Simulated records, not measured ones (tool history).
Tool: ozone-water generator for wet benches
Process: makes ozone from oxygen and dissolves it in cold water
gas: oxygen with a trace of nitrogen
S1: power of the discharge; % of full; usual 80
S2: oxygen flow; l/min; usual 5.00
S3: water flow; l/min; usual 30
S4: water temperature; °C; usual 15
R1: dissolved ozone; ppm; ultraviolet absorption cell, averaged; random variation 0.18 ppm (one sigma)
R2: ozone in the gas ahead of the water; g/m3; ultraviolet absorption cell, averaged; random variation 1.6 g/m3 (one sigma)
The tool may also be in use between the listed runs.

run	hour	S1	S2	S3	S4	R1	R2
1	0.0	80	5.00	30	15	25.3	302.2
2	39.7	80	5.00	30	15	25.2	300.8
3	68.9	80	5.00	30	15	25.5	303.4
4	112.0	80	5.00	24	15	30.6	302.9
5	131.9	94	5.00	30	15	28.4	342.7
6	158.2	94	5.00	30	15	28.2	338.3
7	190.9	80	5.00	30	15	25.2	304.9
8	215.9	80	5.00	30	15	25.0	304.2
9	254.8	80	3.46	30	15	24.5	384.0
10	287.2	62	3.46	30	15	20.7	320.5
11	314.1	62	3.46	30	15	20.5	321.5
12	354.8	62	3.46	30	15	20.1	321.4
13	376.9	62	3.46	30	15	20.5	321.4
14	397.4	62	3.46	30	15	20.8	323.0
15	416.7	62	3.46	30	15	20.4	322.8
16	457.7	62	3.46	30	15	20.7	323.2
17	482.6	62	3.46	30	15	20.4	322.9
18	523.9	62	3.46	23	15	26.6	325.8
19	550.5	62	3.46	23	15	26.4	325.9
20	593.6	62	3.46	23	15	26.6	323.7
21	635.6	80	7.13	18	15	38.2	245.8
22	678.9	80	5.00	21	15	34.9	310.1
23	721.2	49	4.07	21	8	26.9	248.8
# hour 737.7: gauge calibrated
24	755.8	67	8.63	20	16	29.3	186.4
25	792.6	48	8.93	36	20	13.9	144.7
26	832.7	80	3.56	30	8	26.1	375.2
27	856.7	80	3.56	30	8	26.1	376.5
28	886.3	80	3.56	30	8	26.2	374.4
29	914.1	92	3.56	22	22	34.3	419.7
30	936.9	80	5.00	30	10	26.4	304.5
31	966.1	80	4.63	30	10	26.5	318.9

4 ways to go on from here, each from the tool as it stands after run 31. What would each give?
A	1009.4	42	5.00	21	11	?	?
B	1009.4	80	4.63	30	8	?	?
C	1009.4	80	4.63	30	10	?	?
D	1009.4	80	6.11	21	10	?	?

run	R1	R2
A	23.0	191.3
B	27.1	319.2
C	26.3	314.2
D	37.0	268.2
Without the tool's hidden state the same runs would have given:
run	R1	R2
A	23.0	189.2
B	27.1	315.9
C	26.3	310.9
D	37.1	265.3
